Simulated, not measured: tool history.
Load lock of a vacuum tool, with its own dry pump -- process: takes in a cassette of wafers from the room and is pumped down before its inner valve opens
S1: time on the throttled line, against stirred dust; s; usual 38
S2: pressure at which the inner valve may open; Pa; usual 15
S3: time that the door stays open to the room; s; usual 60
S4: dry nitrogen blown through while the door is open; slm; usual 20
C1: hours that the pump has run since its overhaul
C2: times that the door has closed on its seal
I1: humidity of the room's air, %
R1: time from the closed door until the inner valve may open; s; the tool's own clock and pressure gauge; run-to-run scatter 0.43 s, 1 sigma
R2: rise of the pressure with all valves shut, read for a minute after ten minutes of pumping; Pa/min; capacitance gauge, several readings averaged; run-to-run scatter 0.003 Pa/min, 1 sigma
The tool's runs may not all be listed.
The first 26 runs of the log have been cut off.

run	hour	S1	S2	S3	S4	C1	C2	I1	R1	R2
27	7777.2	24	10	48	12	2186	50138	46.5	55.0	0.029
28	7971.4	24	25	48	7	2380	51056	47.1	51.4	0.036
29	8158.3	62	21	65	22	2567	51940	44.4	81.2	0.026
30	8357.3	38	25	60	20	2766	52881	48.6	61.1	0.031
31	8753.2	38	25	60	20	3162	54753	45.0	61.7	0.035
32	9202.6	38	25	60	20	3611	56878	46.2	61.9	0.030
33	9573.9	38	25	60	20	3982	58634	48.0	62.5	0.032
# hour 9680.8: door's seal changed, seat wiped
34	10031.2	38	25	60	20	4438	1657	45.0	61.9	0.028
35	10275.8	38	21	60	12	4683	2813	45.4	61.9	0.039

Forecast each of these 3 alternatives for the next run:
A	10516.2	38	21	60	7	4923	3950	42.7	?	?
B	10516.2	24	21	170	11	4923	3950	45.5	?	?
C	10516.2	38	21	148	12	4923	3950	46.9	?	?

run	R1	R2
A	62.5	0.038
B	51.2	0.057
C	62.3	0.059
Had the tool no hidden state, the same runs would have come out as:
run	R1	R2
A	62.5	0.038
B	51.2	0.056
C	62.3	0.059
